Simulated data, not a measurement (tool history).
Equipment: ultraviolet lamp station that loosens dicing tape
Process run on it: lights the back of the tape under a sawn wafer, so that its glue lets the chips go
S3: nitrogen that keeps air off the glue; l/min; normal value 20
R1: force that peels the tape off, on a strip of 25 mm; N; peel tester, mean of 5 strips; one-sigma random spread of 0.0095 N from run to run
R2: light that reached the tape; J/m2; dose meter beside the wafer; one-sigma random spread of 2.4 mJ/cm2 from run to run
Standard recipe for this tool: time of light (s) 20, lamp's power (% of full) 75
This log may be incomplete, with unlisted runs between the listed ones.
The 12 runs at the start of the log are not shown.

Run 13, day 19.021: usual settings. Result: R1 0.524 N, R2 2360 J/m2.
Run 14, day 20.238: usual settings but lamp's power (% of full) 68. Result: R1 0.665 N, R2 2050 J/m2.
Run 15, day 21.367: usual settings. Result: R1 0.554 N, R2 2250 J/m2.
Run 16, day 22.700: usual settings but lamp's power (% of full) 77. Result: R1 0.542 N, R2 2300 J/m2.
Run 17, day 24.312: usual settings but S3 11 l/min. Result: R1 1.024 N, R2 2170 J/m2.
Run 18, day 25.333: usual settings but time of light (s) 37, lamp's power (% of full) 98. Result: R1 0.251 N, R2 5120 J/m2.
Run 19, day 27.250: usual settings but time of light (s) 37, lamp's power (% of full) 98. Result: R1 0.240 N, R2 5070 J/m2.
Run 20, day 29.438: usual settings but time of light (s) 33, lamp's power (% of full) 68, S3 9 l/min. Result: R1 0.617 N, R2 3070 J/m2.
Run 21, day 30.525: usual settings but time of light (s) 24, lamp's power (% of full) 83, S3 39 l/min. Result: R1 0.286 N, R2 2730 J/m2.
Run 22, day 31.529: usual settings but time of light (s) 15, lamp's power (% of full) 73, S3 39 l/min. Result: R1 0.827 N, R2 1460 J/m2.
Run 23, day 33.158: usual settings but time of light (s) 24, lamp's power (% of full) 64, S3 8 l/min. Result: R1 1.595 N, R2 2030 J/m2.
Run 24, day 34.854: usual settings but time of light (s) 39, lamp's power (% of full) 68, S3 24 l/min. Result: R1 0.281 N, R2 3380 J/m2.
Run 25, day 36.292: usual settings but time of light (s) 38, lamp's power (% of full) 96, S3 21 l/min. Result: R1 0.243 N, R2 4600 J/m2.
Run 26, day 37.575: usual settings but time of light (s) 11, lamp's power (% of full) 96, S3 28 l/min. Result: R1 1.337 N, R2 1310 J/m2.
Run 27, day 39.675: usual settings but time of light (s) 11, lamp's power (% of full) 64, S3 28 l/min. Result: R1 2.583 N, R2 870 J/m2.
Run 28, day 41.517: usual settings but time of light (s) 40, lamp's power (% of full) 96, S3 29 l/min. Result: R1 0.242 N, R2 4550 J/m2.
Run 29, day 43.571: usual settings but time of light (s) 11, lamp's power (% of full) 74, S3 36 l/min. Result: R1 1.906 N, R2 900 J/m2.
Run 30, day 44.758: usual settings but lamp's power (% of full) 67, S3 36 l/min. Result: R1 0.859 N, R2 1490 J/m2.
At day 45.625: window cleaned of glue's vapour.
Run 31, day 46.238: usual settings but time of light (s) 19, S3 25 l/min. Result: R1 0.802 N, R2 1710 J/m2.
Run 32, day 48.254: usual settings but time of light (s) 19, S3 25 l/min. Result: R1 0.876 N, R2 1660 J/m2.
Run 33, day 49.612: usual settings but time of light (s) 17, S3 25 l/min. Result: R1 1.148 N, R2 1500 J/m2.
Run 34, day 51.454: usual settings but time of light (s) 17, S3 25 l/min. Result: R1 1.176 N, R2 1440 J/m2.

Forecast each of these 4 alternatives for the next run:
Run A, day 52.867: usual settings but lamp's power (% of full) 69, S3 33 l/min. Result: R1 ?, R2 ?.
Run B, day 52.867: usual settings but time of light (s) 34, lamp's power (% of full) 84, S3 28 l/min. Result: R1 ?, R2 ?.
Run C, day 52.867: usual settings but time of light (s) 25. Result: R1 ?, R2 ?.
Run D, day 52.867: usual settings but time of light (s) 17, lamp's power (% of full) 73, S3 25 l/min. Result: R1 ?, R2 ?.

run     R1    R2
  A  0.868  1550
  B  0.284  3180
  C  0.669  2090
  D  1.250  1380
With no hidden state in the tool, these same runs would have given:
run     R1    R2
  A  0.354  2510
  B  0.246  5160
  C  0.304  3380
  D  0.477  2240
